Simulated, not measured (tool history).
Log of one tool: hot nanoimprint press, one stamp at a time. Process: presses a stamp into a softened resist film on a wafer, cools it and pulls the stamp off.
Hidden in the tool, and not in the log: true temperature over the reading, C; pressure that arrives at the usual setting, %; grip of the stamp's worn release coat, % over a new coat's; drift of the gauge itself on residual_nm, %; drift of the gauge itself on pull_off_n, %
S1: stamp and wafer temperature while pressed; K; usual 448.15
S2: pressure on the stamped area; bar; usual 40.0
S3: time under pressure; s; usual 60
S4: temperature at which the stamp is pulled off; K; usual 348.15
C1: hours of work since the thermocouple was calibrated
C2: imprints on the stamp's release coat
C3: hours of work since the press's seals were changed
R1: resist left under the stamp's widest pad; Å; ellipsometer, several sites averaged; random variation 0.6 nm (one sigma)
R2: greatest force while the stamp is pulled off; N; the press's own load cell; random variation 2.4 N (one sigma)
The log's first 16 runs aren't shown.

run   hour      S1    S2  S3      S4   C1    C2   C3    R1   R2
 17  286.9  441.15  62.8  71  336.15   23  1457  340  2303  166
 18  304.1  441.15  62.8  71  336.15   33  1523  350  2297  166
 19  315.4  457.15  62.8  95  333.15   39  1567  357  1105  178
 20  338.5  456.15  24.0  79  353.15   53  1656  370  1930  124
 21  356.2  456.15  24.0  79  356.15   63  1725  380  1919  121
 22  377.1  448.15  45.6  32  348.15   75  1805  392  2595  141
     398.3  -- stamp cleaned and given a new release coat
 23  407.8  448.15  45.6  32  348.15   89    37  406  2598  110
 24  420.1  442.15  57.2  60  344.15   96    84  413  2423  120
 25  442.0  442.15  57.2  60  344.15  109   169  426  2404  127
 26  458.6  442.15  57.2  60  344.15  118   233  435  2402  122
 27  473.7  454.15  40.0  31  337.15  127   291  444  2313  142
 28  495.9  454.15  45.4  56  344.15  139   377  457  1769  127
 29  512.0  445.15  29.4  60  346.15  149   439  466  2717  127
 30  536.8  451.15  29.4  37  346.15  163   535  480  2632  128

3 ways to go on from here, each from the tool as it stands after run 30. What would each give?
  A  549.2  448.15  40.0  44  340.15  170  583  487   ?   ?
  B  549.2  441.15  40.0  61  348.15  170  583  487   ?   ?
  C  549.2  448.15  29.4  82  343.15  170  583  487   ?   ?

run    R1   R2
  A  2460  139
  B  2745  122
  C  2258  136
Without the tool's hidden state the same runs would have given:
run    R1   R2
  A  2485  130
  B  2773  114
  C  2287  127
